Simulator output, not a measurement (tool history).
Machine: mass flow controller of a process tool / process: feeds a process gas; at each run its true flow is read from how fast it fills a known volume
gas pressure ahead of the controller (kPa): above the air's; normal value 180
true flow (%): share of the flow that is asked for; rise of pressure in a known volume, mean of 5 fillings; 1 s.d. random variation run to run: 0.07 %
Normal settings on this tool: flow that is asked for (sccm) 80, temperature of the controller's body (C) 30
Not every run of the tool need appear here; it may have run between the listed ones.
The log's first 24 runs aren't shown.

run	hour	flow that is asked for (sccm)	gas pressure ahead of the controller (kPa)	temperature of the controller's body (C)	true flow (%)
25	7639	136	159	32	98.26
26	8048.4	136	159	32	98.26
27	8354.2	136	159	39	97.76
28	8780.4	182	159	32	98.88
29	9062.2	182	159	32	98.82
30	9423.9	182	159	32	99.01
31	9689.3	182	159	32	98.92
32	10152.1	182	159	32	98.87

Below are 4 alternative next runs, each starting from the tool's condition after run 32. Predict each:
A	10546.7	80	254	30	?
B	10546.7	76	180	35	?
C	10546.7	61	261	30	?
D	10546.7	75	216	24	?

run	true flow (%)
A	97.94
B	97.34
C	97.87
D	98.41
What these runs would have given with no unlogged condition in the tool:
run	true flow (%)
A	97.93
B	97.34
C	97.86
D	98.41
